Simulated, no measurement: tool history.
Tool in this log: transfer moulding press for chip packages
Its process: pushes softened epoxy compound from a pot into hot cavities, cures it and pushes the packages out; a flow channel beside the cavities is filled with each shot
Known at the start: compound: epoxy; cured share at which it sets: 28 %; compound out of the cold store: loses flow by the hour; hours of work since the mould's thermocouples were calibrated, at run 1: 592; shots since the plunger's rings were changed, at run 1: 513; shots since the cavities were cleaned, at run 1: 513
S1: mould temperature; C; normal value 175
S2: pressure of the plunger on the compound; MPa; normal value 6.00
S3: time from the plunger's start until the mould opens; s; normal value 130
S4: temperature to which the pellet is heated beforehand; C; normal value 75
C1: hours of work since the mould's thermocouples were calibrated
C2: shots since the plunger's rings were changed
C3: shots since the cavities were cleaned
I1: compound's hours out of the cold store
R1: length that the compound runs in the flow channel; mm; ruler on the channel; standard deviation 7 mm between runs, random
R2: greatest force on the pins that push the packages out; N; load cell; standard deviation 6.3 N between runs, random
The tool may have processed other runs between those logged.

run	hour	S1	S2	S3	S4	C1	C2	C3	I1	R1	R2
1	0.0	175	6.00	130	75	592	513	513	16.7	780	412
# hour 9.4: cavities cleaned with cleaning compound and waxed
# hour 72.1: cavities cleaned with cleaning compound and waxed
2	72.1	175	6.00	130	75	639	1187	0	18.1	770	260
3	119.2	175	6.00	130	75	671	1646	459	25.9	729	382
# hour 138.1: cavities cleaned with cleaning compound and waxed
4	160.2	175	6.00	130	76	698	2032	216	45.2	675	336
5	191.7	172	6.00	130	75	719	2338	522	24.0	745	465
# hour 202.2: cavities cleaned with cleaning compound and waxed
# hour 265.3: cavities cleaned with cleaning compound and waxed
6	265.3	172	6.00	130	75	767	3027	0	10.6	771	322
7	304.2	177	6.00	130	75	794	3406	379	8.7	743	364
# hour 332.6: cavities cleaned with cleaning compound and waxed
8	352.9	175	6.00	164	75	826	3867	198	28.9	701	269
# hour 397.7: cavities cleaned with cleaning compound and waxed
9	397.9	175	6.00	164	75	856	4291	2	35.7	679	221
# hour 443.2: plunger's sealing rings changed
10	456.5	175	6.00	130	75	894	129	549	16.2	797	417
# hour 464.9: mould's thermocouples calibrated
# hour 466.4: cavities cleaned with cleaning compound and waxed
11	513.2	175	6.00	130	75	32	648	456	46.0	693	357
# hour 531.4: cavities cleaned with cleaning compound and waxed
12	545.8	177	6.00	130	75	53	951	140	13.2	775	275
# hour 596.7: cavities cleaned with cleaning compound and waxed
13	622.7	177	6.00	130	75	105	1687	254	23.0	729	320
# hour 663.2: cavities cleaned with cleaning compound and waxed
14	692.2	177	6.00	130	75	151	2350	283	34.6	693	328
# hour 728.9: cavities cleaned with cleaning compound and waxed
15	738.0	177	6.00	130	75	181	2782	88	44.3	667	277
# hour 793.6: cavities cleaned with cleaning compound and waxed
16	795.8	175	6.00	132	75	220	3331	21	21.2	720	262
17	844.0	179	6.85	130	79	252	3801	491	26.4	738	339
# hour 862.0: cavities cleaned with cleaning compound and waxed
18	903.9	179	6.50	152	79	292	4371	409	42.5	667	305
# hour 926.3: cavities cleaned with cleaning compound and waxed
# hour 944.9: plunger's sealing rings changed
19	981.3	168	4.96	129	75	342	356	512	18.2	727	605
# hour 991.5: cavities cleaned with cleaning compound and waxed
20	1047.9	168	4.96	129	75	387	991	551	47.4	631	572
# hour 1053.9: cavities cleaned with cleaning compound and waxed
21	1083.1	180	4.96	116	75	410	1319	284	39.0	608	325
# hour 1120.1: cavities cleaned with cleaning compound and waxed
22	1155.9	177	5.74	170	66	458	2015	349	22.0	715	293
# hour 1182.5: cavities cleaned with cleaning compound and waxed
23	1205.9	177	5.74	154	81	491	2487	227	46.7	645	283
# hour 1249.7: cavities cleaned with cleaning compound and waxed
24	1266.6	177	5.74	154	81	532	3065	165	12.4	722	274
# hour 1315.3: cavities cleaned with cleaning compound and waxed
25	1328.1	177	5.74	154	81	573	3650	125	9.9	723	253

Consider 3 possible next runs. They are alternatives, not a sequence: every one starts from the tool as it was left by run 25. What does each give?
A	1366.0	177	5.91	115	82	599	4020	495	38.0	?	?
B	1366.0	172	5.74	154	80	599	4020	495	41.1	?	?
C	1366.0	181	6.00	114	75	599	4020	495	15.8	?	?

run	R1	R2
A	654	429
B	658	361
C	704	382
Stripped of hidden state, with their random variation kept, the same runs would have yielded:
run	R1	R2
A	705	259
B	708	223
C	759	234
